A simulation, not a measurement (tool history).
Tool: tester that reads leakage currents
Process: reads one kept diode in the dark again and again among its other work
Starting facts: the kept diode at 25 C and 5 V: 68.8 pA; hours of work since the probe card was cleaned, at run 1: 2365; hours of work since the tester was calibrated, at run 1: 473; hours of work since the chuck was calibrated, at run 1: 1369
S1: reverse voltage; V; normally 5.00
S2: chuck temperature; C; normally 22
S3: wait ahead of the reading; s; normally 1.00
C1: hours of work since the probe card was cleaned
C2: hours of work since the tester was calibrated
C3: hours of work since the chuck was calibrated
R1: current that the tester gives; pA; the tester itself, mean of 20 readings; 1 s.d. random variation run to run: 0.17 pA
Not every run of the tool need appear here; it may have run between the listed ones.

run    hour     S1  S2    S3    C1    C2    C3       R1
  1     0.0   5.00  22  1.00  2365   473  1369    62.69
  2    60.1   5.00  22  1.00  2396   505  1400    62.70
  3   160.4   5.00  22  1.00  2448   557  1452    63.45
  4   214.5   5.00  22  1.00  2476   585  1480    63.01
  5   298.1   5.00  22  1.00  2519   628  1524    63.74
  6   361.3   5.00  22  0.55  2552   661  1557    65.25
  7   476.4   6.00  22  1.00  2612   721  1616    69.72
  8   535.3   6.00  22  1.00  2643   751  1647    70.30
  9   632.1   6.00  22  1.00  2693   802  1697    70.34
 10   701.6   6.00  22  1.00  2729   838  1733    70.99
 11   777.4   5.00  27  1.01  2768   877  1773   102.12
 12   833.3   6.31  22  1.00  2797   906  1802    73.06
 13   930.6  10.23  22  1.00  2848   957  1852    90.70
 14  1037.6  12.91  33  1.00  2904  1012  1908   257.60
 15  1086.6  12.91  33  1.00  2929  1038  1933   258.20
 16  1183.9   3.69  53  7.57  2980  1088  1984   774.56
 17  1282.0   3.69  57  0.94  3031  1139  2035  1052.35

What if the next run were any one of these 3? Each begins from the tool's condition after run 17:
     1379.6  -- chuck's temperature calibrated
  A  1392.4  2.60  57  0.32  3087  1196   7   ?
     1379.6  -- chuck's temperature calibrated
  B  1392.4  6.21  24  1.00  3087  1196   7   ?
     1379.6  -- chuck's temperature calibrated
  C  1392.4  3.69  57  0.90  3087  1196   7   ?

run      R1
  A  782.95
  B   73.58
  C  898.75
Had the tool no hidden state, the same runs would have come out as:
run      R1
  A  778.92
  B   70.32
  C  893.79
